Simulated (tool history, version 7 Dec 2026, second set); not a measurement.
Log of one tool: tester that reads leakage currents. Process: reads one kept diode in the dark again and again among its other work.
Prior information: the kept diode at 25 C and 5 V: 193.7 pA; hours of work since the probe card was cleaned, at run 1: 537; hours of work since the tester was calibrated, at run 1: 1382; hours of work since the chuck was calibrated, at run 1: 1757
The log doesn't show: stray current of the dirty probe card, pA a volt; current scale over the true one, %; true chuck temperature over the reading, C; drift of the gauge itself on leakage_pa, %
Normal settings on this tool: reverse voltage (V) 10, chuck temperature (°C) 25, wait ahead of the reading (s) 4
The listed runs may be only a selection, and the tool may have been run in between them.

| run | day | reverse voltage (V) | chuck temperature (°C) | wait ahead of the reading (s) | hours of work since the probe card was cleaned | hours of work since the tester was calibrated | hours of work since the chuck was calibrated | current that the tester gives (pA) |
|---|---|---|---|---|---|---|---|---|
| 1 | 0 | 10 | 25 | 4 | 537 | 1382 | 1757 | 266.89 |
| 2 | 1.588 | 10 | 25 | 1.84 | 567 | 1413 | 1787 | 268.23 |
| 3 | 3.462 | 10 | 25 | 1.84 | 603 | 1448 | 1822 | 267.61 |
| 4 | 4.696 | 10 | 25 | 1.84 | 626 | 1471 | 1846 | 267.5 |
| 5 | 6.4 | 2.7 | 25 | 1.84 | 659 | 1504 | 1878 | 147.13 |
| 6 | 7.896 | 2.7 | 25 | 1.84 | 687 | 1532 | 1907 | 146.6 |
| 7 | 10.717 | 2.7 | 25 | 1.84 | 741 | 1586 | 1960 | 146.96 |
| 8 | 12.896 | 2.7 | 25 | 1.84 | 782 | 1627 | 2001 | 146.5 |
| 9 | 15.375 | 2.7 | 25 | 1.84 | 829 | 1674 | 2048 | 146.07 |
| 10 | 17.992 | 2.7 | 25 | 1.84 | 879 | 1724 | 2098 | 146.79 |
|  | 19.154 | chuck's temperature calibrated |
| 11 | 20.479 | 2.7 | 25 | 1.84 | 924 | 1769 | 25 | 146.27 |
| 12 | 23.021 | 2.7 | 25 | 1.84 | 972 | 1817 | 73 | 146.6 |
| 13 | 24.288 | 2.7 | 25 | 1.84 | 996 | 1842 | 97 | 146.82 |
| 14 | 26.696 | 2.7 | 25 | 1.84 | 1042 | 1887 | 143 | 147.05 |
| 15 | 28.692 | 2.7 | 25 | 1.84 | 1080 | 1925 | 181 | 146.67 |
| 16 | 31.012 | 2.7 | 25 | 1.84 | 1124 | 1969 | 225 | 146.62 |
| 17 | 32.45 | 1 | 25 | 4 | 1151 | 1996 | 252 | 93.14 |
| 18 | 33.7 | 1 | 25 | 4 | 1175 | 2020 | 276 | 93.22 |
| 19 | 35.979 | 1 | 25 | 4 | 1218 | 2063 | 319 | 92.92 |
| 20 | 38.596 | 10 | 25 | 4 | 1268 | 2113 | 369 | 265.18 |
| 21 | 41.408 | 8.1 | 45 | 2.27 | 1321 | 2166 | 422 | 1162.82 |
| 22 | 42.704 | 8.1 | 54 | 2.18 | 1346 | 2191 | 447 | 2212.66 |
| 23 | 44.512 | 10 | 25 | 6.77 | 1380 | 2225 | 481 | 268.12 |
| 24 | 46.971 | 3 | 27 | 4 | 1427 | 2272 | 528 | 182.28 |
| 25 | 49.058 | 3 | 27 | 4 | 1466 | 2311 | 567 | 182.07 |
| 26 | 51.646 | 4.2 | 23 | 1.48 | 1515 | 2360 | 616 | 152.05 |
| 27 | 53.933 | 1.3 | 25 | 4 | 1559 | 2404 | 660 | 104.4 |

Run 28 comes next. What will it give?
| 28 | 55.721 | 10 | 24 | 8.02 | 1593 | 2438 | 694 | ? |

current that the tester gives (pA): 245.34
The same run, on a tool lacking any hidden state, would have yielded current that the tester gives (pA) 245.17.
